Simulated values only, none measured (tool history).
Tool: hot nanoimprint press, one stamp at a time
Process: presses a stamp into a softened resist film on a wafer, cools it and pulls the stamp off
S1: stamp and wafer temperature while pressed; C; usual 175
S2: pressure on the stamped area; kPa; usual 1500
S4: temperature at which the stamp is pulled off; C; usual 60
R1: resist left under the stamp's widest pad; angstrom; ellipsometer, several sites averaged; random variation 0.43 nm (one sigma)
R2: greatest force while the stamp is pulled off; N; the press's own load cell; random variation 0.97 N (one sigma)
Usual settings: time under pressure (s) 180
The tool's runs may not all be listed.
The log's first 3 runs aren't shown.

{"hour": 124.0, "done": "stamp cleaned and given a new release coat"}
{"run": 4, "hour": 126.2, "S1": 175, "S2": 1500, "time under pressure (s)": 180, "S4": 60, "R1": 1380, "R2": 134.4}
{"run": 5, "hour": 178.9, "S1": 175, "S2": 1500, "time under pressure (s)": 180, "S4": 60, "R1": 1377, "R2": 138.5}
{"hour": 216.6, "done": "press's hydraulic seals changed and the load cell set to zero"}
{"run": 6, "hour": 258.5, "S1": 175, "S2": 1500, "time under pressure (s)": 180, "S4": 54, "R1": 1349, "R2": 148}
{"hour": 286.5, "done": "stamp cleaned and given a new release coat"}
{"run": 7, "hour": 301.0, "S1": 175, "S2": 1500, "time under pressure (s)": 180, "S4": 60, "R1": 1358, "R2": 134.7}
{"hour": 355.6, "done": "plate thermocouple calibrated"}
{"run": 8, "hour": 356.7, "S1": 175, "S2": 1500, "time under pressure (s)": 180, "S4": 49, "R1": 1338, "R2": 145.2}
{"run": 9, "hour": 393.6, "S1": 169, "S2": 1500, "time under pressure (s)": 180, "S4": 60, "R1": 1541, "R2": 140}
{"hour": 443.0, "done": "stamp cleaned and given a new release coat"}
{"run": 10, "hour": 471.4, "S1": 172, "S2": 1500, "time under pressure (s)": 180, "S4": 60, "R1": 1440, "R2": 136.4}
{"run": 11, "hour": 509.9, "S1": 172, "S2": 1500, "time under pressure (s)": 180, "S4": 60, "R1": 1452, "R2": 138}
{"run": 12, "hour": 582.8, "S1": 172, "S2": 1500, "time under pressure (s)": 120, "S4": 60, "R1": 1624, "R2": 143.1}
{"hour": 595.5, "done": "stamp cleaned and given a new release coat"}
{"run": 13, "hour": 641.4, "S1": 172, "S2": 1500, "time under pressure (s)": 120, "S4": 60, "R1": 1622, "R2": 137.2}
{"run": 14, "hour": 685.7, "S1": 175, "S2": 1500, "time under pressure (s)": 180, "S4": 60, "R1": 1359, "R2": 140.1}
{"run": 15, "hour": 726.9, "S1": 175, "S2": 1500, "time under pressure (s)": 180, "S4": 60, "R1": 1367, "R2": 141.9}
{"hour": 750.4, "done": "stamp cleaned and given a new release coat"}
{"run": 16, "hour": 805.8, "S1": 175, "S2": 1080, "time under pressure (s)": 180, "S4": 65, "R1": 1602, "R2": 133.3}
{"run": 17, "hour": 871.2, "S1": 183, "S2": 1080, "time under pressure (s)": 180, "S4": 65, "R1": 1363, "R2": 136.7}

Forecast run 18:
{"hour": 906.8, "done": "stamp cleaned and given a new release coat"}
{"run": 18, "hour": 917.9, "S1": 183, "S2": 1080, "time under pressure (s)": 180, "S4": 65, "R1": "?", "R2": "?"}

Run 18 gave R1 1373 angstrom, R2 131.7 N.
Without the tool's hidden state the same run would have given R1 1337 angstrom, R2 130.4 N.
